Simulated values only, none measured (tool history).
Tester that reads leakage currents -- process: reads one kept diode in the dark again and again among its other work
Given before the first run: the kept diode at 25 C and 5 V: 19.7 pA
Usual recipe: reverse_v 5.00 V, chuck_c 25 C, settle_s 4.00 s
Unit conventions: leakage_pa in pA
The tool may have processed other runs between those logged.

run   hour  reverse_v  chuck_c  settle_s  leakage_pa
  1    0.0       5.00       25      4.00       24.30
  2   18.3       1.22       25      4.00       10.85
  3   37.6       5.00       25      4.00       24.36
  4   72.1       5.00       25      4.00       24.39
  5  106.1       5.00       25      4.00       24.63
  6  128.8       5.00       25      4.00       24.62
  7  148.3       5.00       25      4.00       24.64
     153.7  -- tester calibrated
  8  174.0       5.00       25      4.00       24.62
  9  206.4       5.00       25      5.90       24.54
 10  227.4       5.00       25      5.90       24.74
 11  252.7       5.00       25      5.90       24.77
 12  281.4       1.36       25      0.93       11.91
 13  307.9       1.36       25      0.93       12.06
 14  329.4       1.36       25      0.93       11.99
     358.3  -- chuck's temperature calibrated
 15  365.0       1.26       34      0.60       19.35
     373.6  -- tester calibrated, once more
 16  403.8       9.34       48      0.79      141.98
 17  435.5       9.34       53      0.54      192.57
 18  451.0       9.34       33      3.59       56.37
 19  467.2       9.34       33      3.59       56.19
 20  486.4       5.00       25      8.16       23.53

Predict each of these 4 candidate next runs independently; none follows another, all start after run 20:
  A  514.6       2.82       25      8.16           ?
  B  514.6       5.00       25      7.72           ?
  C  514.6       7.52       25      4.00           ?
  D  514.6      13.10       48      0.39           ?

run  leakage_pa
  A       16.77
  B       23.51
  C       30.49
  D      177.46
With no hidden state in the tool, these same runs would have given:
run  leakage_pa
  A       14.66
  B       19.88
  C       25.08
  D      166.56
